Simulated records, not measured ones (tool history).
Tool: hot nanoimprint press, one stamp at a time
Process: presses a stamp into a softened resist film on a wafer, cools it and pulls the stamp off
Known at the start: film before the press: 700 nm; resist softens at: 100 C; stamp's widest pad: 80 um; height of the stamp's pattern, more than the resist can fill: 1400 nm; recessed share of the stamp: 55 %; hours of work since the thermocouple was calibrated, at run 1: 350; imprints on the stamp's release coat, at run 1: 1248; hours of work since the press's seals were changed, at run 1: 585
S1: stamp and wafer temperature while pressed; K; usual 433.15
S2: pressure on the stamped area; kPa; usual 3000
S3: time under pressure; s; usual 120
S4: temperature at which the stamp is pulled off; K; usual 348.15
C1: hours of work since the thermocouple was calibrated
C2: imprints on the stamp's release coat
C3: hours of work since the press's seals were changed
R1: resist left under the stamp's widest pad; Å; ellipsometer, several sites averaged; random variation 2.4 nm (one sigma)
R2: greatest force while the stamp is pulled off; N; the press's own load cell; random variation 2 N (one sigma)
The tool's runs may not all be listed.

run	hour	S1	S2	S3	S4	C1	C2	C3	R1	R2
1	0	433.15	3000	120	348.15	350	1248	585	4143	179
2	23.9	433.15	3000	120	348.15	362	1315	597	4137	179
3	40.7	433.15	3000	120	348.15	370	1362	605	4129	179
# hour 65.8: stamp cleaned and given a new release coat
4	65.8	433.15	3000	120	348.15	380	0	615	4145	160
5	105.5	433.15	3000	120	348.15	400	111	635	4107	164
6	137.6	433.15	3000	120	348.15	416	201	651	4118	166
7	168.9	432.15	3000	120	348.15	432	288	667	4250	165
8	185	432.15	3000	120	348.15	440	333	675	4299	170
9	222.9	432.15	3000	120	348.15	459	439	695	4269	171
10	244.8	432.15	3000	120	348.15	470	500	706	4268	170
# hour 257.8: plate thermocouple calibrated
11	276.3	433.15	3000	120	336.15	9	580	720	3980	224
12	309.7	433.15	3000	120	336.15	26	673	737	3972	229
13	333	427.15	3000	120	348.15	38	738	749	4801	169
14	349.9	427.15	3000	156	348.15	47	785	757	4474	169
15	369.8	431.15	3320	153	336.15	57	841	767	3787	238
16	389.2	433.15	3130	99	348.15	66	895	777	4139	173
17	410.8	433.15	3130	99	348.15	77	956	788	4191	171
18	444.4	430.15	3000	120	348.15	94	1049	805	4390	171
19	474.1	430.15	3000	120	348.15	109	1132	820	4441	174
20	500.6	433.15	3010	119	349.15	123	1207	834	4047	170
21	519.2	437.15	1810	79	348.15	132	1258	843	5003	176
22	554.4	437.15	1810	79	348.15	150	1357	861	5006	175
# hour 580.7: stamp cleaned and given a new release coat
23	586.5	437.15	1810	79	348.15	163	17	874	5082	162
24	624.2	433.15	3850	181	348.15	182	122	893	3196	162
25	640.3	425.15	3160	159	348.15	190	167	901	4661	165
26	672.3	444.15	3160	159	348.15	207	256	917	2651	171
27	711.7	439.15	3000	120	353.15	227	366	937	3431	140

Hidden state or all else? Some run-to-run changes of R1, split into what the settings, what came in and random variation would give without the hidden state, and what is left for the hidden state (with any gauge scatter that isn't in both results):
The hidden state here: true temperature over the reading, C; pressure that arrives at the usual setting, %; grip of the stamp's worn release coat, % over a new coat's; drift of the gauge itself on residual_nm, %; drift of the gauge itself on pull_off_n, %.
Run 10 -> 11: S1 432.15 -> 433.15, S4 348.15 -> 336.15, plate thermocouple calibrated. R1 -288 Å: hidden state -155, all else -133.
Run 23 -> 24: S1 437.15 -> 433.15, S2 1810 -> 3850, S3 79 -> 181. R1 -1886 Å: hidden state +49, all else -1935.
Run 25 -> 26: S1 425.15 -> 444.15. R1 -2010 Å: hidden state -55, all else -1955.
